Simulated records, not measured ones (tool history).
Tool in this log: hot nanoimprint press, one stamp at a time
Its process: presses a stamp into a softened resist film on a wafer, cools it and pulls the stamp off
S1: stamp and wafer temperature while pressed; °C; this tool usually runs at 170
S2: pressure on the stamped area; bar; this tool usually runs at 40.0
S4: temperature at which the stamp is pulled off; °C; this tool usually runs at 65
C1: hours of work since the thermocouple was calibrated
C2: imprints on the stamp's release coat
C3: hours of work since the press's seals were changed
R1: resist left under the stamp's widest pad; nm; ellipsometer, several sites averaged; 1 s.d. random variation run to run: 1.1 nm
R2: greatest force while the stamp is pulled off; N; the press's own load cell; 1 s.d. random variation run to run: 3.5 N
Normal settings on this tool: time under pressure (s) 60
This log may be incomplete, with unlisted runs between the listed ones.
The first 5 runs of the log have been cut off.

run 6 hour=58.9 | S1=170 S2=36.4 time_under_pressure_(s)=60 S4=65 | C1=366 C2=1471 C3=298 | R1=223.8 R2=262
run 7 hour=66.2 | S1=170 S2=36.4 time_under_pressure_(s)=60 S4=65 | C1=370 C2=1503 C3=302 | R1=220.5 R2=264
run 8 hour=79.1 | S1=170 S2=36.4 time_under_pressure_(s)=60 S4=72 | C1=378 C2=1558 C3=310 | R1=221.5 R2=245
run 9 hour=92.4 | S1=170 S2=36.4 time_under_pressure_(s)=60 S4=72 | C1=385 C2=1615 C3=317 | R1=222.1 R2=253
run 10 hour=98.1 | S1=170 S2=33.1 time_under_pressure_(s)=60 S4=65 | C1=389 C2=1640 C3=321 | R1=231.1 R2=270
run 11 hour=109.9 | S1=170 S2=33.1 time_under_pressure_(s)=60 S4=65 | C1=395 C2=1690 C3=328 | R1=231.0 R2=280
-- hour=120.6 stamp cleaned and given a new release coat
run 12 hour=128.1 | S1=170 S2=40.0 time_under_pressure_(s)=62 S4=65 | C1=402 C2=33 C3=335 | R1=207.6 R2=164
run 13 hour=134.7 | S1=170 S2=40.0 time_under_pressure_(s)=62 S4=65 | C1=406 C2=61 C3=338 | R1=207.3 R2=173
run 14 hour=143.2 | S1=176 S2=40.0 time_under_pressure_(s)=60 S4=65 | C1=411 C2=98 C3=343 | R1=163.5 R2=171
run 15 hour=151.6 | S1=176 S2=40.0 time_under_pressure_(s)=60 S4=65 | C1=416 C2=133 C3=348 | R1=162.4 R2=170
run 16 hour=165.5 | S1=172 S2=36.1 time_under_pressure_(s)=60 S4=65 | C1=424 C2=193 C3=356 | R1=202.3 R2=172
run 17 hour=172.3 | S1=165 S2=57.0 time_under_pressure_(s)=114 S4=66 | C1=428 C2=222 C3=360 | R1=174.2 R2=177
run 18 hour=183.1 | S1=164 S2=51.4 time_under_pressure_(s)=33 S4=66 | C1=434 C2=269 C3=366 | R1=297.4 R2=175
run 19 hour=196.5 | S1=180 S2=35.9 time_under_pressure_(s)=82 S4=69 | C1=442 C2=326 C3=374 | R1=125.7 R2=174
run 20 hour=205.6 | S1=159 S2=34.3 time_under_pressure_(s)=45 S4=68 | C1=447 C2=365 C3=379 | R1=371.9 R2=178
run 21 hour=216.7 | S1=170 S2=24.2 time_under_pressure_(s)=107 S4=61 | C1=453 C2=413 C3=385 | R1=216.6 R2=203
run 22 hour=224.0 | S1=172 S2=42.0 time_under_pressure_(s)=36 S4=70 | C1=457 C2=445 C3=390 | R1=226.5 R2=178
run 23 hour=234.4 | S1=166 S2=42.0 time_under_pressure_(s)=76 S4=56 | C1=463 C2=489 C3=395 | R1=223.9 R2=208
run 24 hour=242.5 | S1=166 S2=42.0 time_under_pressure_(s)=76 S4=56 | C1=468 C2=524 C3=400 | R1=223.2 R2=215
run 25 hour=253.6 | S1=177 S2=40.6 time_under_pressure_(s)=74 S4=55 | C1=474 C2=572 C3=407 | R1=140.2 R2=223
run 26 hour=264.7 | S1=159 S2=39.0 time_under_pressure_(s)=43 S4=61 | C1=481 C2=619 C3=413 | R1=362.7 R2=217
run 27 hour=272.2 | S1=159 S2=39.0 time_under_pressure_(s)=43 S4=66 | C1=485 C2=651 C3=417 | R1=356.4 R2=209
-- hour=276.5 plate thermocouple calibrated
run 28 hour=287.5 | S1=177 S2=39.0 time_under_pressure_(s)=43 S4=66 | C1=6 C2=704 C3=424 | R1=192.4 R2=207
run 29 hour=296.1 | S1=176 S2=56.0 time_under_pressure_(s)=62 S4=71 | C1=11 C2=741 C3=429 | R1=144.6 R2=199
run 30 hour=306.6 | S1=176 S2=56.0 time_under_pressure_(s)=62 S4=71 | C1=17 C2=786 C3=435 | R1=144.7 R2=204

3 ways to go on from here, each from the tool as it stands after run 30. What would each give?
run A hour=313.6 | S1=171 S2=56.0 time_under_pressure_(s)=62 S4=71 | C1=21 C2=816 C3=439 | R1=? R2=?
run B hour=313.6 | S1=170 S2=40.0 time_under_pressure_(s)=91 S4=65 | C1=21 C2=816 C3=439 | R1=? R2=?
run C hour=313.6 | S1=170 S2=40.0 time_under_pressure_(s)=63 S4=67 | C1=21 C2=816 C3=439 | R1=? R2=?

run=A R1=183.0 R2=207
run=B R1=194.6 R2=215
run=C R1=223.4 R2=219
Take away the tool's hidden state, keep each run's random variation, and the runs would have read:
run=A R1=180.3 R2=158
run=B R1=193.0 R2=164
run=C R1=221.5 R2=167

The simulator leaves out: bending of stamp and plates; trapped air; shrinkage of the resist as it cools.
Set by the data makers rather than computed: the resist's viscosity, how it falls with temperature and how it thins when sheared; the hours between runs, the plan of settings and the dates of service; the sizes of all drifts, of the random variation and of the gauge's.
